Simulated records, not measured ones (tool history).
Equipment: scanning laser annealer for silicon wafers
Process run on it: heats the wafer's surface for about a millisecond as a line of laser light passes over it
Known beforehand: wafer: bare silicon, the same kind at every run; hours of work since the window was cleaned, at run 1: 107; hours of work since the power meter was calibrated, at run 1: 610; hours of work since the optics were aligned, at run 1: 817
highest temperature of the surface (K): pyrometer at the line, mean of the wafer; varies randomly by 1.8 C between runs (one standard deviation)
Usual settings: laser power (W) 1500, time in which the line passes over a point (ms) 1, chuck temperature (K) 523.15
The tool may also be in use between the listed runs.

run   hour  laser power (W)  time in which the line passes over a point (ms)  chuck temperature (K)  hours of work since the window was cleaned  hours of work since the power meter was calibrated  hours of work since the optics were aligned  highest temperature of the surface (K)
  1      0             1500                                                1                 523.15                                         107                                                 610                                          817                                 1320.15
  2   55.5             1500                                             1.03                 523.15                                         151                                                 654                                          860                                 1332.15
  3   80.6             1500                                             1.24                 523.15                                         170                                                 673                                          880                                 1401.15
  4  139.2             1500                                                1                 523.15                                         216                                                 719                                          926                                 1317.15
  5    177             1500                                                1                 523.15                                         246                                                 748                                          955                                 1317.15
  6    235             1500                                                1                 523.15                                         291                                                 794                                         1000                                 1313.15
  7  275.2             1500                                                1                 523.15                                         323                                                 825                                         1032                                 1311.15
  8  306.9             1500                                                1                 523.15                                         347                                                 850                                         1057                                 1310.15
     322.9  -- optics aligned, line set to its width
  9  352.3             1500                                                1                 523.15                                         379                                                 882                                           23                                 1322.15
 10  379.4             1322                                                1                 533.15                                         400                                                 903                                           44                                 1219.15

Run 11 has not been measured yet. What should we expect?
 11  418.5             1322                                                1                 533.15                                         431                                                 933                                           75                                       ?

Run 11 yielded highest temperature of the surface (K) 1219.15.
Were there no unlogged condition in the tool, this run, its random variation unchanged, would have produced highest temperature of the surface (K) 1231.15.
